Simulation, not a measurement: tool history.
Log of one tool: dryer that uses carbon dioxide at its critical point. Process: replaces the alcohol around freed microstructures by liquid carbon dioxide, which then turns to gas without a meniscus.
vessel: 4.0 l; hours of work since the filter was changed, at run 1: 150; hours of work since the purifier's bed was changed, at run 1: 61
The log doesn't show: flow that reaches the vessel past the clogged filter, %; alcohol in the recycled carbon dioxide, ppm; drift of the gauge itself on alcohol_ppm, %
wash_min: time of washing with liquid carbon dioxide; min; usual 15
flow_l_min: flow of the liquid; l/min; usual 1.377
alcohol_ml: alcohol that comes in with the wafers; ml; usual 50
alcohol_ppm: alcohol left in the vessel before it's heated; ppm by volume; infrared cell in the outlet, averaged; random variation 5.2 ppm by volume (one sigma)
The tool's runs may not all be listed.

run	day	wash_min	flow_l_min	alcohol_ml	hours of work since the filter was changed	hours of work since the purifier's bed was changed	alcohol_ppm
1	0	15	1.377	50	150	61	144
2	1.225	15	1.13	50	164	75	318
3	2.712	16	1.13	50	180	91	276
4	4.192	16	1.13	50	196	107	272
5	5.225	16	1.13	50	207	118	282
6	7.054	15	1.377	50	227	138	166
7	8.317	15	0.95	50	241	152	656
8	9.467	15	0.95	50	253	164	650
9	10.7	15	0.95	50	267	178	651
10	12.471	15	0.95	50	286	197	679
11	13.817	15	0.95	50	301	212	696
12	15.167	12	1.377	50	315	226	427
13	16.75	15	2.03	50	333	243	89
14	18.208	15	2.03	50	349	259	88
15	18.979	15	2.03	50	357	268	89
16	19.817	12	1.02	48	366	277	1033
17	21.529	12	1.02	48	385	295	1080
18	23.05	20	1.18	52	401	312	182
19	24.833	15	0.93	28	421	331	531
20	26.458	23	0.93	56	438	349	301
21	27.538	15	0.88	68	450	361	1351
22	28.546	15	0.88	68	461	372	1399
23	30.354	20	2.17	21	481	391	105
24	31.433	11	1.82	21	492	403	188
25	32.788	11	1.64	40	507	418	363

Forecast run 26:
26	33.779	11	1.64	40	518	429	?

alcohol_ppm: 359 ppm by volume
Without the tool's hidden state the same run would have given alcohol_ppm 135 ppm by volume.

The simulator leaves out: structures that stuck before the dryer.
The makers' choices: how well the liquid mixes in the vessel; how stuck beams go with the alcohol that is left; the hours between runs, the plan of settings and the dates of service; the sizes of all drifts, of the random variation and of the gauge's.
